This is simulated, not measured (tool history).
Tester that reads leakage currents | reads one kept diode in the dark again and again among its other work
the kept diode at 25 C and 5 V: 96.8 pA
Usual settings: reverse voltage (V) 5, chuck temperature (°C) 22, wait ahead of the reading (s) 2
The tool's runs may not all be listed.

run	hour	reverse voltage (V)	chuck temperature (°C)	wait ahead of the reading (s)	current that the tester gives (pA)
1	0	5	22	2	75.73
# hour 94.2: probe card cleaned and baked
# hour 236: chuck's temperature calibrated
2	241.7	5	47	2	534.15
3	417.3	5	57	2	1079.31
4	645.5	5	22	8.53	75.24
5	825.3	5	22	8.53	75.42
6	987.6	5	22	2	75.6
7	1176.5	5	22	2	75.86
8	1283.4	5	22	2	75.85
# hour 1456.2: tester calibrated
9	1456.2	5	22	5.4	75.9
10	1688.5	5	22	2	75.56
11	1944	5	22	2	75.67
# hour 2017.6: chuck's temperature calibrated
12	2137	5	22	2	75.32
13	2331.8	5	22	2	75.8
# hour 2470.1: probe card cleaned and baked
14	2562.8	5	22	2	75.63
15	2688.2	5	35	2	217.33
16	2916	5	22	2	75.56
17	3151.8	5	22	2	75.58
18	3322.1	5	22	2	75.99
19	3545.9	5	22	2	75.41
20	3705.9	19.99	28	2	206.77
# hour 3791.6: chuck's temperature calibrated
21	3965.5	7.14	20	3.53	72.3

Forecast run 22:
22	4136.6	4.7	25	0.62	?

{"run 22": {"current that the tester gives (pA)": 95.24}}
Without the tool's hidden state the same run would have given current that the tester gives (pA) 95.15.
